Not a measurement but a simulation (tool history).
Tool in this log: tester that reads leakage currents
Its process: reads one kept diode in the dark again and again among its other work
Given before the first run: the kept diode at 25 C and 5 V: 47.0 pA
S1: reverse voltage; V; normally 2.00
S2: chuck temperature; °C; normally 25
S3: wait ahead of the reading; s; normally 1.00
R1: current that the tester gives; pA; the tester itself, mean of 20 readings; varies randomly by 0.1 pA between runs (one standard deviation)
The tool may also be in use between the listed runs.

run,hour,S1,S2,S3,R1
1,0.0,2.00,25,1.00,30.54
2,68.7,2.00,25,1.00,30.37
3,132.2,2.00,39,1.00,89.25
4,186.9,2.00,39,1.00,89.59
5,219.1,2.00,39,1.00,89.30
6,258.6,2.00,39,1.00,89.37
7,301.4,2.00,32,1.00,53.06
8,372.7,2.00,25,1.00,30.34
9,429.5,2.00,25,1.00,30.39
10,500.3,2.00,25,1.00,30.44
11,534.6,2.00,25,1.00,30.26
12,584.4,2.00,25,1.00,30.35
# hour 631.8: chuck's temperature calibrated
13,643.8,2.00,28,1.00,38.54
14,675.9,2.00,25,2.53,30.39
15,713.0,2.00,25,2.53,30.45
16,749.5,2.00,24,2.53,28.15
17,792.7,2.00,24,2.53,28.08
18,823.7,2.00,24,2.53,27.91
19,857.4,2.00,25,1.00,30.39
20,896.2,2.00,25,1.00,30.41
21,937.6,2.00,25,1.00,30.35
22,1010.1,8.03,57,8.59,614.10
23,1074.8,2.00,21,1.00,21.96
24,1125.8,2.00,21,1.00,22.08
25,1159.0,2.00,21,1.00,21.97
26,1213.2,12.72,43,1.73,290.74
27,1285.1,4.05,43,1.47,168.72
28,1332.1,5.83,29,2.54,70.44
29,1392.0,5.38,26,0.40,53.61
30,1465.7,5.38,26,0.40,53.76
31,1515.1,5.38,26,0.40,53.91
32,1584.0,1.49,46,0.67,129.09
# hour 1626.7: probe card cleaned and baked
33,1641.7,11.25,31,0.67,113.26
34,1715.6,3.39,36,1.00,92.15
35,1778.1,5.89,39,0.76,151.05
36,1836.2,2.00,37,0.83,76.82
37,1873.1,3.74,25,1.53,41.26
38,1925.6,3.74,25,1.53,41.06
39,1966.5,3.74,25,1.53,41.17
40,2002.7,1.48,20,5.73,17.39

Each row is a separate what-if for the run after 40, all from the same tool condition, not one after another. Results?
A,2070.5,3.44,20,5.80,?
B,2070.5,1.48,28,5.73,?
C,2070.5,7.52,42,9.68,?
D,2070.5,1.10,50,0.46,?

run,R1
A,26.18
B,33.47
C,210.36
D,146.82
With the hidden condition removed and each run's random variation left untouched, the same runs would have given:
run,R1
A,26.16
B,33.45
C,210.24
D,146.74
